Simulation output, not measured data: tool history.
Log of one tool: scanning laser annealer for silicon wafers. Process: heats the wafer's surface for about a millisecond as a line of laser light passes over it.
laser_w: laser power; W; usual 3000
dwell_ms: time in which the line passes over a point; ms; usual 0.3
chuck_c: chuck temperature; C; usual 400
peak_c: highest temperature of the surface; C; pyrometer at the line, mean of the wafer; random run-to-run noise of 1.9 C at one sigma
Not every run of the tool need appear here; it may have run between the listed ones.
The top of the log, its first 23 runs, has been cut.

run	hour	laser_w	dwell_ms	chuck_c	hours of work since the window was cleaned	hours of work since the power meter was calibrated	hours of work since the optics were aligned	peak_c
24	452.8	2577	0.3	400	395	454	214	1001
25	479.2	2577	0.3	400	406	465	225	1003
26	492.4	2577	0.3	400	411	471	231	1003
27	506.4	3104	0.303	427	417	477	237	1155
28	521.7	3033	0.3	373	424	483	243	1081
29	544.5	2691	0.28	400	433	493	253	1004
30	569.8	2691	0.28	400	444	504	263	1009
31	581.7	3087	0.349	400	449	509	268	1182
32	605.7	3087	0.349	400	459	519	279	1182
33	621.8	3087	0.349	400	466	526	285	1183
34	647.4	3000	0.363	365	477	536	296	1138
35	664.4	3000	0.363	365	484	543	303	1142
36	678	3000	0.363	365	490	549	309	1142
37	702.7	3000	0.363	365	500	560	320	1140
38	716.8	3000	0.289	407	506	566	325	1092
39	743.9	3000	0.23	370	517	577	337	977
40	767.7	2612	0.23	413	527	587	347	940
41	780.9	2938	0.264	379	533	593	352	1016
42	804.7	2938	0.264	379	543	603	363	1019

Consider 3 possible next runs. They are alternatives, not a sequence: every one starts from the tool as it was left by run 42. What does each give?
A	825	3262	0.308	380	552	611	371	?
B	825	2745	0.264	379	552	611	371	?
C	825	2647	0.283	406	552	611	371	?

run	peak_c
A	1151
B	976
C	1004
With no hidden state in the tool, these same runs would have given:
run	peak_c
A	1153
B	977
C	1005
